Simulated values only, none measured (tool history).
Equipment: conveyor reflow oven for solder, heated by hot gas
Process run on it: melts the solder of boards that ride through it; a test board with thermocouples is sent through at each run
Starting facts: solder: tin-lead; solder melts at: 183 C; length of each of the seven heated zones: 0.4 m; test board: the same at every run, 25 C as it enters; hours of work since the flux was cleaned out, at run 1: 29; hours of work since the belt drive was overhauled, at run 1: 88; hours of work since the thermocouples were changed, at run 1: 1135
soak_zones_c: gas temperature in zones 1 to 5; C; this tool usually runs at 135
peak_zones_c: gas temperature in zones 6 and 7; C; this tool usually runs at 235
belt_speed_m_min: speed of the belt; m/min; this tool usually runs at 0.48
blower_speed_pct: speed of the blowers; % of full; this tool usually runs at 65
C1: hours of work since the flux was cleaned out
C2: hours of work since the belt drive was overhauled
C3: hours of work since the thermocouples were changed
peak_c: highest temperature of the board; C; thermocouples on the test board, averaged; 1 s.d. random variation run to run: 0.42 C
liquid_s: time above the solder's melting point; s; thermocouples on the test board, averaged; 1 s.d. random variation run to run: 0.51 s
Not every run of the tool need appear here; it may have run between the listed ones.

run 1 hour=0 | soak_zones_c=135 peak_zones_c=235 belt_speed_m_min=0.48 blower_speed_pct=65 | C1=29 C2=88 C3=1135 | peak_c=217.3 liquid_s=73.9
run 2 hour=35.5 | soak_zones_c=135 peak_zones_c=235 belt_speed_m_min=0.48 blower_speed_pct=65 | C1=52 C2=112 C3=1159 | peak_c=217 liquid_s=73.3
run 3 hour=94.3 | soak_zones_c=135 peak_zones_c=230 belt_speed_m_min=0.48 blower_speed_pct=65 | C1=91 C2=150 C3=1198 | peak_c=212.4 liquid_s=68
run 4 hour=151.7 | soak_zones_c=135 peak_zones_c=230 belt_speed_m_min=0.48 blower_speed_pct=65 | C1=129 C2=188 C3=1235 | peak_c=212 liquid_s=67.5
run 5 hour=180.1 | soak_zones_c=135 peak_zones_c=230 belt_speed_m_min=0.48 blower_speed_pct=65 | C1=148 C2=207 C3=1254 | peak_c=211.3 liquid_s=67.3
-- hour=190.4 flux residue cleaned out of gas plates and filters
run 6 hour=232.1 | soak_zones_c=135 peak_zones_c=230 belt_speed_m_min=0.48 blower_speed_pct=65 | C1=28 C2=238 C3=1285 | peak_c=210.1 liquid_s=67
-- hour=253.4 thermocouples of zones 6 and 7 changed
run 7 hour=286.5 | soak_zones_c=135 peak_zones_c=230 belt_speed_m_min=0.48 blower_speed_pct=65 | C1=62 C2=273 C3=22 | peak_c=211.3 liquid_s=67.6
-- hour=296.9 flux residue cleaned out of gas plates and filters, once more
run 8 hour=338 | soak_zones_c=135 peak_zones_c=230 belt_speed_m_min=0.48 blower_speed_pct=65 | C1=27 C2=303 C3=53 | peak_c=213.1 liquid_s=70.7
run 9 hour=401.9 | soak_zones_c=135 peak_zones_c=228 belt_speed_m_min=0.426 blower_speed_pct=69 | C1=69 C2=346 C3=95 | peak_c=215.7 liquid_s=84.4
run 10 hour=432.7 | soak_zones_c=135 peak_zones_c=242 belt_speed_m_min=0.447 blower_speed_pct=65 | C1=90 C2=366 C3=115 | peak_c=226.2 liquid_s=89
run 11 hour=497.4 | soak_zones_c=122 peak_zones_c=240 belt_speed_m_min=0.447 blower_speed_pct=65 | C1=132 C2=409 C3=158 | peak_c=221.9 liquid_s=79.9
run 12 hour=551.8 | soak_zones_c=122 peak_zones_c=240 belt_speed_m_min=0.447 blower_speed_pct=65 | C1=168 C2=445 C3=194 | peak_c=221.1 liquid_s=79.1

Consider 3 possible next runs. They are alternatives, not a sequence: every one starts from the tool as it was left by run 12. What does each give?
run A hour=597.6 | soak_zones_c=135 peak_zones_c=227 belt_speed_m_min=0.48 blower_speed_pct=65 | C1=198 C2=475 C3=224 | peak_c=? liquid_s=?
run B hour=597.6 | soak_zones_c=122 peak_zones_c=240 belt_speed_m_min=0.434 blower_speed_pct=65 | C1=198 C2=475 C3=224 | peak_c=? liquid_s=?
run C hour=597.6 | soak_zones_c=124 peak_zones_c=240 belt_speed_m_min=0.447 blower_speed_pct=65 | C1=198 C2=475 C3=224 | peak_c=? liquid_s=?

run=A peak_c=209.2 liquid_s=66.7
run=B peak_c=222.4 liquid_s=82.5
run=C peak_c=222 liquid_s=80.1
With the hidden condition removed and each run's random variation left untouched, the same runs would have given:
run=A peak_c=210.7 liquid_s=68.5
run=B peak_c=224 liquid_s=83.6
run=C peak_c=223.7 liquid_s=81.1

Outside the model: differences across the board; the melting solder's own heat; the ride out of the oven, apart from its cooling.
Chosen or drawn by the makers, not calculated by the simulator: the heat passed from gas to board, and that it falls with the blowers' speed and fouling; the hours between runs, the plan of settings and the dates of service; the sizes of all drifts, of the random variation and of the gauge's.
